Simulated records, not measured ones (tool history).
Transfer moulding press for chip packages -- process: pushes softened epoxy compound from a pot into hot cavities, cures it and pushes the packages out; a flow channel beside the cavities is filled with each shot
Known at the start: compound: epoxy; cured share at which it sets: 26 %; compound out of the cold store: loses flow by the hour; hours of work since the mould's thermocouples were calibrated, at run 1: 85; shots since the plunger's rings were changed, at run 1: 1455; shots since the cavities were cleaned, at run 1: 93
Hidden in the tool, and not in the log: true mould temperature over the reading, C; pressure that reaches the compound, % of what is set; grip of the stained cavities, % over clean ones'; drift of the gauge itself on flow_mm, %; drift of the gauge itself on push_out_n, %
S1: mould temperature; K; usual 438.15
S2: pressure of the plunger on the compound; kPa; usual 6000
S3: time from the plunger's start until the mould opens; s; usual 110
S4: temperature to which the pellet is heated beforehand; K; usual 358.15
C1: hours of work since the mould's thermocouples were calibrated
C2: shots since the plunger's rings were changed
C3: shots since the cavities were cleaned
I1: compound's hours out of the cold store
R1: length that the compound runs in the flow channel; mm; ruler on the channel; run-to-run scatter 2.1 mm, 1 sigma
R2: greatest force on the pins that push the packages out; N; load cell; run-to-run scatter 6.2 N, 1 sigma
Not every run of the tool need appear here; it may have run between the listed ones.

run   hour      S1    S2   S3      S4   C1    C2   C3    I1   R1   R2
  1      0  438.15  6000  110  358.15   85  1455   93  19.4  530  309
  2   20.9  438.15  6000   97  358.15  101  1732  370  42.6  454  491
  3   42.7  438.15  6000  110  358.15  118  2021  659    21  520  475
      63.3  -- cavities cleaned with cleaning compound and waxed
  4   69.3  438.15  6000  110  358.15  137  2353   80  17.4  528  294
  5   93.8  438.15  6000  125  358.15  156  2677  404    18  525  331
  6  112.9  438.15  6000  125  358.15  171  2930  657  34.8  467  366
     134.1  -- cavities cleaned with cleaning compound and waxed
  7  135.9  438.15  6000  125  358.15  188  3216   24  42.5  441  204
  8  156.3  438.15  6000  125  358.15  203  3485  293  36.4  459  283
  9  172.1  438.15  6720  110  358.15  216  3695  503  18.9  544  456
 10  185.6  438.15  6720  110  358.15  226  3873  681  44.3  459  447
 11  201.7  438.15  6000  110  358.15  238  4086  894   9.8  538  514
     204.4  -- cavities cleaned with cleaning compound and waxed
 12  214.6  442.15  6000  110  358.15  247  4237  135  23.4  484  243
 13  229.8  442.15  6000  110  358.15  259  4438  336  13.1  517  301
 14  243.3  442.15  6000  110  358.15  269  4617  515  33.9  452  336
 15  259.4  442.15  6000  110  358.15  282  4831  729  28.2  467  366
     275.2  -- cavities cleaned with cleaning compound and waxed
 16    281  432.15  6150  110  358.15  297  5096   76  34.3  467  451
 17  292.8  438.15  4590  121  358.15  307  5253  233  28.7  409  296
 18  311.5  443.15  6600  131  358.15  321  5500  480  29.4  477  292
 19  333.4  441.15  5810  110  358.15  338  5791  771   8.6  513  412
     345.7  -- plunger's sealing rings changed
     349.2  -- cavities cleaned with cleaning compound and waxed
 20  351.9  441.15  5990  122  358.15  349    63   36  43.2  459  197
 21  377.3  440.15  5990  116  356.15  369   398  371  17.2  541  318
 22  394.4  440.15  5990  116  356.15  382   624  597  25.7  511  357
 23  405.9  444.15  5690  100  358.15  391   777  750  45.4  433  368
     419.7  -- cavities cleaned with cleaning compound and waxed
 24  420.8  434.15  5690  139  358.15  401   955   14  42.7  453  216
 25  442.7  434.15  7270  133  358.15  418  1245  304  32.1  550  354
 26  463.7  440.15  7210  146  358.15  434  1523  582  30.6  534  297
 27  476.6  443.15  7210  146  358.15  444  1693  752  35.9  513  293

Each row is a separate what-if for the run after 27, all from the same tool condition, not one after another. Results?
       490  -- cavities cleaned with cleaning compound and waxed
  A  497.1  438.15  6000  104  358.15  459  1945  95  36.4   ?   ?
       490  -- cavities cleaned with cleaning compound and waxed
  B  497.1  438.15  6180  116  365.15  459  1945  95  35.8   ?   ?
       490  -- cavities cleaned with cleaning compound and waxed
  C  497.1  443.15  6000  119  359.15  459  1945  95  12.8   ?   ?
       490  -- cavities cleaned with cleaning compound and waxed
  D  497.1  443.15  5710  146  360.15  459  1945  95  21.4   ?   ?
       490  -- cavities cleaned with cleaning compound and waxed
  E  497.1  433.15  6000  101  358.15  459  1945  95  43.5   ?   ?

run   R1   R2
  A  471  352
  B  477  276
  C  537  208
  D  499  201
  E  456  508
With the hidden condition removed and each run's random variation left untouched, the same runs would have given:
run   R1   R2
  A  485  277
  B  491  221
  C  552  169
  D  513  166
  E  469  399

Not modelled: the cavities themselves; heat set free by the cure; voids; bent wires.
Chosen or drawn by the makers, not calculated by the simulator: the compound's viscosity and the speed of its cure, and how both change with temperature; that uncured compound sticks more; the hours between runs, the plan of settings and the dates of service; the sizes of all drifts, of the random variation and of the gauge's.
